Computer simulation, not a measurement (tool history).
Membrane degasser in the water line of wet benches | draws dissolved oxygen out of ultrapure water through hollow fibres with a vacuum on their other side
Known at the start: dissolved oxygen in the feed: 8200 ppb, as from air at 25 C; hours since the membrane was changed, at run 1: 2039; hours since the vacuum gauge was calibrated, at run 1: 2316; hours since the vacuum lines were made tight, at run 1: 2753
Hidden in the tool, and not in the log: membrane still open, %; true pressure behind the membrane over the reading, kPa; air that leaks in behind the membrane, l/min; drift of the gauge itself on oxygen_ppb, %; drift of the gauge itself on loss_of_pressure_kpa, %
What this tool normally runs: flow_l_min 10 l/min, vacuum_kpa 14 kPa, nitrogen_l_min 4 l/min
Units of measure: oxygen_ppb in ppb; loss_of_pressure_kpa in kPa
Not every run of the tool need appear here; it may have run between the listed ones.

run,hour,flow_l_min,vacuum_kpa,nitrogen_l_min,hours since the membrane was changed,hours since the vacuum gauge was calibrated,hours since the vacuum lines were made tight,oxygen_ppb,loss_of_pressure_kpa
1,0,10,14,4,2039,2316,2753,73.3,64.87
2,51.1,10,14,4,2090,2368,2804,74.8,64.39
3,73.6,10,14,4,2113,2390,2826,73.4,64.33
4,110,10,14,4,2149,2426,2863,73.8,64.82
5,133.3,10,14,4,2172,2450,2886,73.7,64.92
6,186.1,10,14,4,2225,2503,2939,73.2,64.87
7,210.1,10,28.5,4,2249,2527,2963,163,64.51
8,239.9,10,14,4,2279,2556,2993,74.7,64.89
9,291.8,10,14,4,2331,2608,3045,74.6,64.99
10,326.7,10,14,4,2366,2643,3080,74.1,64.58
11,351.6,10,14,4,2391,2668,3105,74.5,65
12,390.3,10,14,4,2429,2707,3143,74.5,64.89
13,424.7,10,14,4,2464,2741,3178,74.8,64.7
14,473,10,14,4,2512,2789,3226,75.3,64.57
15,505.9,12,14,4,2545,2822,3259,96.3,77.91
16,556.8,10,14,4,2596,2873,3310,74.1,64.76
17,590,10,30,4.63,2629,2906,3343,150.6,64.84
18,626.5,10,30,4.63,2666,2943,3379,148.3,64.3
19,668.3,10,22.7,4,2707,2985,3421,127.6,64.94
20,722.2,13,20.1,1.8,2761,3039,3475,304.2,83.95
21,774.4,13,20.1,1.8,2813,3091,3527,302.7,84.31
22,805.3,13,20.1,4.04,2844,3122,3558,153.5,84.33
23,834.2,13,20.1,4.04,2873,3151,3587,151.8,84.28
24,857.8,13,20.1,4.04,2897,3174,3611,153.2,84.45
25,900.1,13,20.1,4.04,2939,3217,3653,154.2,84.51
26,952,13,20.1,3.33,2991,3268,3705,177,84.36
27,1001,13,20.1,3.33,3040,3317,3754,179.8,83.97
28,1054.6,10,17.6,10.93,3094,3371,3807,40.7,64.89
29,1105.9,10,23.6,4,3145,3422,3859,133.2,64.98
30,1150.8,9,32.8,5.41,3190,3467,3904,125.5,58.04
31,1186,10,14,3.12,3225,3502,3939,92,64.77

What if the next run were any one of these 4? Each begins from the tool's condition after run 31:
A,1212.2,7,13.7,1.68,3251,3529,3965,?,?
B,1212.2,16,16.5,10,3251,3529,3965,?,?
C,1212.2,10,18.4,4,3251,3529,3965,?,?
D,1212.2,10,14,5.53,3251,3529,3965,?,?

run,oxygen_ppb,loss_of_pressure_kpa
A,106.1,45.43
B,94.2,103.55
C,100,64.72
D,55.3,65.02
The same runs, with their run-to-run variation unchanged, on a tool lacking any hidden condition would have given:
run,oxygen_ppb,loss_of_pressure_kpa
A,106,45.4
B,94.1,103.49
C,99.9,64.68
D,55.3,64.99

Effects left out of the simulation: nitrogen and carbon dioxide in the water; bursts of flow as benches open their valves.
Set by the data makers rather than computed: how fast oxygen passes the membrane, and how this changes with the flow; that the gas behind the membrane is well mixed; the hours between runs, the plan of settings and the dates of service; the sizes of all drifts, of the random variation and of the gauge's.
